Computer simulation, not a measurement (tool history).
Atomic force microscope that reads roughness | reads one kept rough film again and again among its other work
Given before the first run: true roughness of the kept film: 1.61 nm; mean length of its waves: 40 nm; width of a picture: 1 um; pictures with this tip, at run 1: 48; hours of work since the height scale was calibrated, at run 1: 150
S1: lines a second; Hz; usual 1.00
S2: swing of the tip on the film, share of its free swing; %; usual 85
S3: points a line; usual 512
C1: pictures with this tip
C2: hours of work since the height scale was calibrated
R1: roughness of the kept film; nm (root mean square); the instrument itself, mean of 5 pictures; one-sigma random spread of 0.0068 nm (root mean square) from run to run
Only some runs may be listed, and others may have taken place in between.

{"run": 1, "hour": 0.0, "S1": 1.0, "S2": 85, "S3": 512, "C1": 48, "C2": 150, "R1": 1.36}
{"run": 2, "hour": 14.2, "S1": 3.53, "S2": 85, "S3": 512, "C1": 63, "C2": 160, "R1": 1.028}
{"run": 3, "hour": 28.3, "S1": 3.53, "S2": 85, "S3": 512, "C1": 79, "C2": 170, "R1": 1.021}
{"run": 4, "hour": 41.6, "S1": 3.53, "S2": 85, "S3": 512, "C1": 93, "C2": 179, "R1": 1.01}
{"run": 5, "hour": 52.7, "S1": 1.33, "S2": 85, "S3": 512, "C1": 105, "C2": 186, "R1": 1.292}
{"run": 6, "hour": 60.7, "S1": 1.0, "S2": 83, "S3": 512, "C1": 113, "C2": 192, "R1": 1.354}
{"run": 7, "hour": 70.8, "S1": 1.0, "S2": 83, "S3": 512, "C1": 124, "C2": 199, "R1": 1.343}
{"run": 8, "hour": 78.2, "S1": 1.0, "S2": 85, "S3": 512, "C1": 132, "C2": 204, "R1": 1.333}
{"run": 9, "hour": 85.4, "S1": 1.0, "S2": 85, "S3": 512, "C1": 140, "C2": 209, "R1": 1.325}
{"run": 10, "hour": 99.0, "S1": 1.42, "S2": 85, "S3": 512, "C1": 155, "C2": 219, "R1": 1.246}
{"run": 11, "hour": 106.5, "S1": 1.42, "S2": 85, "S3": 512, "C1": 163, "C2": 224, "R1": 1.239}
{"run": 12, "hour": 115.4, "S1": 1.0, "S2": 85, "S3": 512, "C1": 172, "C2": 230, "R1": 1.321}
{"run": 13, "hour": 128.4, "S1": 1.0, "S2": 85, "S3": 512, "C1": 186, "C2": 239, "R1": 1.314}
{"run": 14, "hour": 138.9, "S1": 1.0, "S2": 85, "S3": 512, "C1": 198, "C2": 246, "R1": 1.314}
{"run": 15, "hour": 145.9, "S1": 1.0, "S2": 76, "S3": 512, "C1": 205, "C2": 251, "R1": 1.363}
{"hour": 150.4, "done": "new tip fitted"}
{"run": 16, "hour": 153.5, "S1": 1.0, "S2": 76, "S3": 512, "C1": 3, "C2": 256, "R1": 1.444}
{"run": 17, "hour": 159.5, "S1": 1.0, "S2": 76, "S3": 512, "C1": 9, "C2": 260, "R1": 1.438}
{"run": 18, "hour": 171.7, "S1": 1.0, "S2": 76, "S3": 512, "C1": 22, "C2": 269, "R1": 1.43}
{"run": 19, "hour": 178.7, "S1": 1.0, "S2": 85, "S3": 512, "C1": 30, "C2": 274, "R1": 1.36}
{"run": 20, "hour": 186.4, "S1": 1.0, "S2": 70, "S3": 512, "C1": 38, "C2": 279, "R1": 1.476}
{"hour": 188.1, "done": "height scale calibrated on a step standard"}
{"run": 21, "hour": 197.9, "S1": 1.0, "S2": 70, "S3": 512, "C1": 50, "C2": 7, "R1": 1.455}
{"run": 22, "hour": 206.7, "S1": 1.0, "S2": 85, "S3": 512, "C1": 59, "C2": 13, "R1": 1.342}
{"run": 23, "hour": 221.1, "S1": 1.0, "S2": 85, "S3": 319, "C1": 75, "C2": 23, "R1": 1.345}
{"run": 24, "hour": 233.6, "S1": 1.0, "S2": 85, "S3": 319, "C1": 88, "C2": 32, "R1": 1.345}
{"run": 25, "hour": 240.2, "S1": 1.0, "S2": 85, "S3": 319, "C1": 95, "C2": 36, "R1": 1.339}
{"run": 26, "hour": 250.9, "S1": 1.0, "S2": 85, "S3": 512, "C1": 107, "C2": 44, "R1": 1.343}
{"hour": 260.8, "done": "height scale calibrated on a step standard, once more"}
{"run": 27, "hour": 264.7, "S1": 1.0, "S2": 85, "S3": 512, "C1": 121, "C2": 3, "R1": 1.341}
{"run": 28, "hour": 275.1, "S1": 1.05, "S2": 85, "S3": 516, "C1": 132, "C2": 10, "R1": 1.309}
{"run": 29, "hour": 282.9, "S1": 3.76, "S2": 74, "S3": 512, "C1": 140, "C2": 15, "R1": 1.155}
{"run": 30, "hour": 294.5, "S1": 1.84, "S2": 85, "S3": 512, "C1": 153, "C2": 23, "R1": 1.187}
{"run": 31, "hour": 304.6, "S1": 3.41, "S2": 56, "S3": 327, "C1": 164, "C2": 30, "R1": 1.378}
{"run": 32, "hour": 317.3, "S1": 2.77, "S2": 79, "S3": 281, "C1": 177, "C2": 39, "R1": 1.141}
{"run": 33, "hour": 325.8, "S1": 0.58, "S2": 59, "S3": 512, "C1": 186, "C2": 45, "R1": 1.462}
{"run": 34, "hour": 334.7, "S1": 2.57, "S2": 59, "S3": 894, "C1": 196, "C2": 51, "R1": 1.376}
{"run": 35, "hour": 346.0, "S1": 2.57, "S2": 59, "S3": 894, "C1": 208, "C2": 59, "R1": 1.37}
{"hour": 348.4, "done": "new tip fitted"}
{"run": 36, "hour": 353.9, "S1": 2.85, "S2": 89, "S3": 894, "C1": 6, "C2": 64, "R1": 1.054}
{"run": 37, "hour": 366.7, "S1": 2.85, "S2": 90, "S3": 868, "C1": 20, "C2": 73, "R1": 1.021}
{"run": 38, "hour": 379.7, "S1": 2.85, "S2": 90, "S3": 868, "C1": 34, "C2": 82, "R1": 1.017}
{"run": 39, "hour": 387.8, "S1": 2.85, "S2": 78, "S3": 340, "C1": 43, "C2": 88, "R1": 1.199}
{"run": 40, "hour": 394.6, "S1": 2.02, "S2": 80, "S3": 340, "C1": 50, "C2": 92, "R1": 1.245}
{"run": 41, "hour": 407.6, "S1": 2.02, "S2": 80, "S3": 340, "C1": 64, "C2": 102, "R1": 1.25}
{"run": 42, "hour": 416.5, "S1": 2.05, "S2": 79, "S3": 295, "C1": 74, "C2": 108, "R1": 1.253}
{"run": 43, "hour": 424.7, "S1": 2.05, "S2": 79, "S3": 295, "C1": 83, "C2": 113, "R1": 1.25}
{"run": 44, "hour": 433.1, "S1": 1.35, "S2": 59, "S3": 709, "C1": 92, "C2": 119, "R1": 1.466}
{"run": 45, "hour": 444.2, "S1": 1.35, "S2": 59, "S3": 709, "C1": 104, "C2": 127, "R1": 1.467}
{"run": 46, "hour": 451.2, "S1": 3.19, "S2": 85, "S3": 512, "C1": 111, "C2": 132, "R1": 1.046}
{"run": 47, "hour": 459.4, "S1": 2.54, "S2": 77, "S3": 656, "C1": 120, "C2": 137, "R1": 1.223}
{"run": 48, "hour": 473.9, "S1": 4.0, "S2": 59, "S3": 274, "C1": 136, "C2": 147, "R1": 1.338}
{"run": 49, "hour": 488.2, "S1": 4.0, "S2": 59, "S3": 274, "C1": 151, "C2": 157, "R1": 1.318}
{"run": 50, "hour": 496.5, "S1": 1.0, "S2": 85, "S3": 812, "C1": 160, "C2": 163, "R1": 1.319}
{"run": 51, "hour": 510.2, "S1": 0.88, "S2": 68, "S3": 437, "C1": 175, "C2": 173, "R1": 1.425}
{"run": 52, "hour": 520.6, "S1": 1.93, "S2": 85, "S3": 256, "C1": 186, "C2": 180, "R1": 1.168}

Take each entry between the runs: how does the hidden state at the last listed run before it differ from the hidden state at the first listed run after it?
Run 15 -> run 16: new tip fitted (hour 150.4)
  radius of the tip, nm: 18.5 -> 5.2
  measured value less the no-hidden-state value, R1: -0.070 -> +0.002 nm (root mean square)
Run 20 -> run 21: height scale calibrated on a step standard (hour 188.1)
  radius of the tip, nm: 7.6 -> 8.4; height scale over the true one, %: 0.18 -> 0.23
  measured value less the no-hidden-state value, R1: -0.012 -> -0.016 nm (root mean square)
Run 26 -> run 27: height scale calibrated on a step standard, once more (hour 260.8)
  radius of the tip, nm: 12.2 -> 13.2; height scale over the true one, %: 0.25 -> -0.1
  measured value less the no-hidden-state value, R1: -0.034 -> -0.044 nm (root mean square)
Run 35 -> run 36: new tip fitted (hour 348.4)
  radius of the tip, nm: 19.2 -> 5.6
  measured value less the no-hidden-state value, R1: -0.077 -> -0.003 nm (root mean square)
